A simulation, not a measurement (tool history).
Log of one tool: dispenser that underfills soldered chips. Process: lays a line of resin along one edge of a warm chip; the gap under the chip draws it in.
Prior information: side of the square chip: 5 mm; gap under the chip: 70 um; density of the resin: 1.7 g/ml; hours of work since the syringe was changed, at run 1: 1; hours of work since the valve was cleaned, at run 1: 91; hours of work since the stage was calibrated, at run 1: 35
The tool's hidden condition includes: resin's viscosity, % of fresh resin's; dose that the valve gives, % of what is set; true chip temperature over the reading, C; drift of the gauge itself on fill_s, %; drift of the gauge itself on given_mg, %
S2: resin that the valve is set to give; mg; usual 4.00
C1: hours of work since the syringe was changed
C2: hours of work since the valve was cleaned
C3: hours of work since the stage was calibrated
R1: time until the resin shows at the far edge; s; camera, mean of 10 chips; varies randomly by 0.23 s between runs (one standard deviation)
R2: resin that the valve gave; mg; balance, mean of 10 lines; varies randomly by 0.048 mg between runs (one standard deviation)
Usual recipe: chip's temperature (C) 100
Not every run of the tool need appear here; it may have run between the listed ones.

{"run": 1, "hour": 0.0, "chip's temperature (C)": 100, "S2": 4.0, "C1": 1, "C2": 91, "C3": 35, "R1": 5.6, "R2": 3.69}
{"run": 2, "hour": 4.8, "chip's temperature (C)": 108, "S2": 4.0, "C1": 4, "C2": 94, "C3": 39, "R1": 5.2, "R2": 3.63}
{"hour": 8.1, "done": "new syringe of resin"}
{"run": 3, "hour": 10.3, "chip's temperature (C)": 98, "S2": 4.0, "C1": 2, "C2": 98, "C3": 43, "R1": 6.4, "R2": 3.64}
{"run": 4, "hour": 13.6, "chip's temperature (C)": 98, "S2": 4.0, "C1": 4, "C2": 101, "C3": 45, "R1": 6.6, "R2": 3.69}
{"hour": 17.1, "done": "new syringe of resin"}
{"run": 5, "hour": 18.7, "chip's temperature (C)": 98, "S2": 4.0, "C1": 1, "C2": 105, "C3": 49, "R1": 6.0, "R2": 3.66}
{"run": 6, "hour": 23.1, "chip's temperature (C)": 98, "S2": 4.0, "C1": 5, "C2": 108, "C3": 53, "R1": 7.3, "R2": 3.65}
{"hour": 26.1, "done": "new syringe of resin"}
{"run": 7, "hour": 28.1, "chip's temperature (C)": 98, "S2": 4.0, "C1": 2, "C2": 112, "C3": 56, "R1": 6.5, "R2": 3.7}
{"run": 8, "hour": 32.3, "chip's temperature (C)": 98, "S2": 4.0, "C1": 5, "C2": 115, "C3": 60, "R1": 7.4, "R2": 3.62}
{"hour": 34.9, "done": "new syringe of resin"}
{"run": 9, "hour": 37.3, "chip's temperature (C)": 98, "S2": 4.0, "C1": 2, "C2": 119, "C3": 63, "R1": 6.3, "R2": 3.6}
{"run": 10, "hour": 41.4, "chip's temperature (C)": 98, "S2": 5.09, "C1": 5, "C2": 122, "C3": 67, "R1": 7.2, "R2": 4.59}
{"hour": 44.0, "done": "new syringe of resin"}
{"run": 11, "hour": 45.6, "chip's temperature (C)": 98, "S2": 5.09, "C1": 1, "C2": 125, "C3": 70, "R1": 5.7, "R2": 4.55}
{"run": 12, "hour": 50.2, "chip's temperature (C)": 100, "S2": 4.0, "C1": 5, "C2": 129, "C3": 73, "R1": 7.0, "R2": 3.54}
{"hour": 51.9, "done": "dispensing valve cleaned and set on the balance"}
{"hour": 53.8, "done": "new syringe of resin"}
{"run": 13, "hour": 54.5, "chip's temperature (C)": 100, "S2": 4.0, "C1": 1, "C2": 2, "C3": 76, "R1": 5.7, "R2": 4.04}
{"run": 14, "hour": 57.4, "chip's temperature (C)": 100, "S2": 4.0, "C1": 3, "C2": 4, "C3": 78, "R1": 6.0, "R2": 3.99}
{"hour": 62.7, "done": "new syringe of resin"}
{"run": 15, "hour": 63.4, "chip's temperature (C)": 100, "S2": 4.47, "C1": 1, "C2": 9, "C3": 82, "R1": 5.6, "R2": 4.45}
{"run": 16, "hour": 68.2, "chip's temperature (C)": 100, "S2": 4.47, "C1": 4, "C2": 12, "C3": 86, "R1": 5.9, "R2": 4.45}
{"hour": 71.4, "done": "new syringe of resin"}
{"run": 17, "hour": 72.4, "chip's temperature (C)": 100, "S2": 4.47, "C1": 1, "C2": 16, "C3": 89, "R1": 5.4, "R2": 4.38}
{"run": 18, "hour": 76.5, "chip's temperature (C)": 100, "S2": 4.47, "C1": 4, "C2": 19, "C3": 93, "R1": 6.3, "R2": 4.34}
{"hour": 80.2, "done": "new syringe of resin"}
{"run": 19, "hour": 80.6, "chip's temperature (C)": 100, "S2": 3.55, "C1": 0, "C2": 22, "C3": 96, "R1": 5.7, "R2": 3.53}
{"run": 20, "hour": 83.1, "chip's temperature (C)": 87, "S2": 3.83, "C1": 2, "C2": 24, "C3": 98, "R1": 9.3, "R2": 3.67}
{"run": 21, "hour": 86.6, "chip's temperature (C)": 87, "S2": 3.83, "C1": 5, "C2": 26, "C3": 100, "R1": 10.1, "R2": 3.76}
{"hour": 88.9, "done": "new syringe of resin"}
{"run": 22, "hour": 91.3, "chip's temperature (C)": 95, "S2": 3.81, "C1": 2, "C2": 30, "C3": 104, "R1": 6.8, "R2": 3.72}
{"run": 23, "hour": 93.9, "chip's temperature (C)": 105, "S2": 4.65, "C1": 4, "C2": 32, "C3": 106, "R1": 5.3, "R2": 4.5}
{"hour": 97.9, "done": "new syringe of resin"}
{"run": 24, "hour": 98.2, "chip's temperature (C)": 105, "S2": 4.65, "C1": 0, "C2": 35, "C3": 109, "R1": 4.6, "R2": 4.58}
{"run": 25, "hour": 101.3, "chip's temperature (C)": 96, "S2": 5.0, "C1": 3, "C2": 38, "C3": 112, "R1": 6.4, "R2": 4.83}
{"hour": 106.6, "done": "new syringe of resin"}
{"run": 26, "hour": 106.7, "chip's temperature (C)": 96, "S2": 5.0, "C1": 0, "C2": 42, "C3": 116, "R1": 6.0, "R2": 4.9}
{"run": 27, "hour": 111.8, "chip's temperature (C)": 91, "S2": 4.48, "C1": 4, "C2": 46, "C3": 120, "R1": 7.8, "R2": 4.31}
{"hour": 115.5, "done": "new syringe of resin"}
{"run": 28, "hour": 115.7, "chip's temperature (C)": 100, "S2": 4.77, "C1": 0, "C2": 49, "C3": 122, "R1": 5.6, "R2": 4.59}
{"run": 29, "hour": 118.8, "chip's temperature (C)": 87, "S2": 3.55, "C1": 3, "C2": 51, "C3": 125, "R1": 9.1, "R2": 3.46}
{"run": 30, "hour": 122.0, "chip's temperature (C)": 108, "S2": 4.23, "C1": 5, "C2": 54, "C3": 127, "R1": 5.6, "R2": 4.07}
{"hour": 124.5, "done": "new syringe of resin"}
{"run": 31, "hour": 126.1, "chip's temperature (C)": 108, "S2": 4.23, "C1": 1, "C2": 57, "C3": 130, "R1": 4.4, "R2": 4.08}
{"run": 32, "hour": 129.6, "chip's temperature (C)": 89, "S2": 3.7, "C1": 4, "C2": 59, "C3": 133, "R1": 9.0, "R2": 3.5}
{"run": 33, "hour": 132.6, "chip's temperature (C)": 108, "S2": 4.78, "C1": 6, "C2": 62, "C3": 136, "R1": 5.3, "R2": 4.57}
{"hour": 133.2, "done": "new syringe of resin"}
{"run": 34, "hour": 138.2, "chip's temperature (C)": 108, "S2": 3.87, "C1": 4, "C2": 66, "C3": 140, "R1": 5.1, "R2": 3.73}
{"run": 35, "hour": 140.5, "chip's temperature (C)": 108, "S2": 3.87, "C1": 6, "C2": 68, "C3": 142, "R1": 5.3, "R2": 3.68}
{"hour": 142.4, "done": "new syringe of resin"}
{"run": 36, "hour": 145.3, "chip's temperature (C)": 114, "S2": 5.12, "C1": 2, "C2": 71, "C3": 145, "R1": 4.5, "R2": 4.9}

3 ways to go on from here, each from the tool as it stands after run 36. What would each give?
{"run": "A", "hour": 149.2, "chip's temperature (C)": 99, "S2": 4.57, "C1": 5, "C2": 74, "C3": 148, "R1": "?", "R2": "?"}
{"run": "B", "hour": 149.2, "chip's temperature (C)": 100, "S2": 3.89, "C1": 5, "C2": 74, "C3": 148, "R1": "?", "R2": "?"}
{"run": "C", "hour": 149.2, "chip's temperature (C)": 92, "S2": 5.12, "C1": 5, "C2": 74, "C3": 148, "R1": "?", "R2": "?"}

run=A R1=6.4 R2=4.39
run=B R1=6.6 R2=3.65
run=C R1=7.8 R2=4.71
Stripped of hidden state, with their random variation kept, the same runs would have yielded:
run=A R1=5.3 R2=4.67
run=B R1=5.4 R2=3.88
run=C R1=6.5 R2=5.01

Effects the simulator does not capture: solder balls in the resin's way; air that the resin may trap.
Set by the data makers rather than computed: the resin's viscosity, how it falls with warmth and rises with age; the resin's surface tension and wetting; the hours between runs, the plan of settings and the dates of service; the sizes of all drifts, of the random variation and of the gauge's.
